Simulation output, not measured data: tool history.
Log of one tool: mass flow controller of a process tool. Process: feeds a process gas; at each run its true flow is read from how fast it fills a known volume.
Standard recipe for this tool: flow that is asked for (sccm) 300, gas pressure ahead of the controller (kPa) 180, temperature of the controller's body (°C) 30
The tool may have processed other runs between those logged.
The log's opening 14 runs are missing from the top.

run    hour  flow that is asked for (sccm)  gas pressure ahead of the controller (kPa)  temperature of the controller's body (°C)  hours of work since the controller was set to zero  hours of work since the controller was changed  true flow (%)
 15   671.3                             54                                         180                                         30                                                 451                                             451          98.35
 16   731.5                             54                                         180                                         30                                                 482                                             482          98.44
 17   800.7                            300                                         180                                         30                                                 518                                             518          99.41
 18   831.4                            300                                         180                                         25                                                 533                                             533          99.25
 19   899.5                            300                                         180                                         25                                                 568                                             568          99.12
 20     967                            300                                         180                                         25                                                 603                                             603          99.21
 21  1039.1                            300                                         190                                         31                                                 640                                             640          99.45
 22  1087.1                            300                                         180                                         32                                                 665                                             665          99.58
 23  1121.5                            300                                         185                                         21                                                 683                                             683          99.07
 24  1157.8                            300                                         185                                         21                                                 701                                             701          98.85
 25  1201.4                            185                                         224                                         26                                                 724                                             724          98.56
 26  1276.6                             89                                         173                                         26                                                 762                                             762          98.41
 27  1351.3                             89                                         171                                         39                                                 801                                             801          98.93
 28  1426.2                             89                                         171                                         39                                                 839                                             839          99.05
 29  1501.8                            246                                         259                                         37                                                 878                                             878          99.21
 30  1550.4                            246                                         259                                         37                                                 903                                             903          99.35
 31  1592.1                            246                                         259                                         37                                                 925                                             925           99.2
 32  1635.3                             74                                         180                                         30                                                 947                                             947          98.47
 33  1672.9                             74                                         196                                         30                                                 966                                             966          98.39
 34  1732.9                            100                                         263                                         22                                                 997                                             997          97.84
 35  1764.8                            412                                         199                                         21                                                1014                                            1014           99.5
 36  1795.4                            412                                         199                                         21                                                1029                                            1029          99.39
 37  1832.1                            412                                         199                                         21                                                1048                                            1048          99.49
 38  1872.4                            432                                         205                                         35                                                1069                                            1069         100.17

3 options for the next run, each taken on its own from the tool as it stands now. Forecast them:
  A  1934                            497                                         222                                         30                                                1101                                            1101              ?
  B  1934                            340                                         180                                         31                                                1101                                            1101              ?
  C  1934                            100                                         240                                         38                                                1101                                            1101              ?

run  true flow (%)
  A         100.02
  B          99.82
  C          98.74
Had the tool no hidden state, the same runs would have come out as:
run  true flow (%)
  A         100.01
  B          99.81
  C          98.74
